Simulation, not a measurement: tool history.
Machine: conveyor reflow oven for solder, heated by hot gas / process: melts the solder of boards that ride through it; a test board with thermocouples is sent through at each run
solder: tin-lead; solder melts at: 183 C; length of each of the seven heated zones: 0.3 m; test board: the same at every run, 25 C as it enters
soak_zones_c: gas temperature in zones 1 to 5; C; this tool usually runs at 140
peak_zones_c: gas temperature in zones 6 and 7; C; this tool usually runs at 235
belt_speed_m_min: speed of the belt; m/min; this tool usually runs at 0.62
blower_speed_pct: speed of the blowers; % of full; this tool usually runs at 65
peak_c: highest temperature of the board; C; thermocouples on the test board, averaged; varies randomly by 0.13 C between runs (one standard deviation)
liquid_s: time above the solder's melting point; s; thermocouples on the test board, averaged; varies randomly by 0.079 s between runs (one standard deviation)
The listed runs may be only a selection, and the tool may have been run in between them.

| run | hour | soak_zones_c | peak_zones_c | belt_speed_m_min | blower_speed_pct | peak_c | liquid_s |
|---|---|---|---|---|---|---|---|
| 1 | 0 | 140 | 235 | 0.62 | 65 | 217.3 | 43.8 |
| 2 | 54.1 | 140 | 235 | 0.62 | 65 | 217.1 | 43.74 |
| 3 | 102.6 | 140 | 235 | 0.62 | 65 | 217.3 | 43.71 |
| 4 | 177.2 | 140 | 235 | 0.62 | 65 | 217.2 | 43.67 |
| 5 | 241.3 | 140 | 235 | 0.62 | 59 | 215.8 | 42.7 |
| 6 | 289.8 | 140 | 235 | 0.62 | 65 | 217.1 | 43.81 |
| 7 | 339.4 | 140 | 235 | 0.62 | 65 | 217.2 | 43.86 |
| 8 | 415.2 | 140 | 235 | 0.62 | 65 | 217.2 | 43.77 |
| 9 | 492.1 | 140 | 240 | 0.62 | 65 | 221.5 | 46.26 |
| 10 | 557.8 | 140 | 240 | 0.62 | 65 | 221.5 | 46.2 |
| 11 | 635.2 | 140 | 240 | 0.62 | 65 | 221.3 | 46.14 |
| 12 | 705.8 | 140 | 224 | 0.62 | 65 | 207.4 | 37.53 |
| 13 | 782.4 | 140 | 235 | 0.62 | 65 | 217.1 | 43.72 |
| 14 | 845.4 | 140 | 235 | 0.62 | 65 | 217.2 | 43.77 |
| 15 | 908.9 | 140 | 235 | 0.62 | 55 | 214.8 | 42.08 |
| 16 | 983.6 | 140 | 235 | 0.62 | 55 | 214.7 | 42.18 |
| 17 | 1048.3 | 140 | 235 | 0.641 | 85 | 219.5 | 43.89 |
| 18 | 1124.7 | 149 | 246 | 0.534 | 84 | 235.7 | 63.63 |
| 19 | 1156.9 | 126 | 250 | 0.577 | 79 | 233.1 | 52.16 |
| 20 | 1228.4 | 151 | 243 | 0.683 | 64 | 222.7 | 45.06 |
| 21 | 1303.4 | 140 | 241 | 0.62 | 53 | 219.5 | 44.72 |
| 22 | 1355.4 | 140 | 245 | 0.62 | 82 | 228.8 | 49.86 |
| 23 | 1396.4 | 139 | 236 | 0.62 | 82 | 220.6 | 45.79 |
| 24 | 1443.5 | 139 | 236 | 0.62 | 82 | 220.5 | 45.78 |
| 25 | 1521.1 | 139 | 236 | 0.62 | 82 | 220.8 | 45.97 |
| 26 | 1570.4 | 147 | 248 | 0.585 | 77 | 233.9 | 56.83 |
| 27 | 1621.9 | 144 | 234 | 0.57 | 88 | 223 | 52.95 |
| 28 | 1659.3 | 140 | 235 | 0.582 | 65 | 219 | 48.21 |
| 29 | 1730.3 | 140 | 235 | 0.62 | 69 | 218 | 44.22 |
| 30 | 1777.9 | 144 | 246 | 0.546 | 69 | 232 | 59.53 |

Removed from this log: 3 entries logged between the listed runs. Between which two listed runs does each belong, and how does the tool's hidden state at the listed run before it compare with that at the listed run after it?
Logged between run 8 and run 9: flux residue cleaned out of gas plates and filters (hour 462.6)
  heat that the gas passes to the board, % of a clean oven's: 99.8 -> 100; true gas temperature in zones 6 and 7 over the reading, C: -0.01 -> -0.02
Logged between run 16 and run 17: flux residue cleaned out of gas plates and filters (hour 1037.7)
  heat that the gas passes to the board, % of a clean oven's: 99.8 -> 100
Logged between run 26 and run 27: flux residue cleaned out of gas plates and filters (hour 1612.2)
  heat that the gas passes to the board, % of a clean oven's: 99.8 -> 100
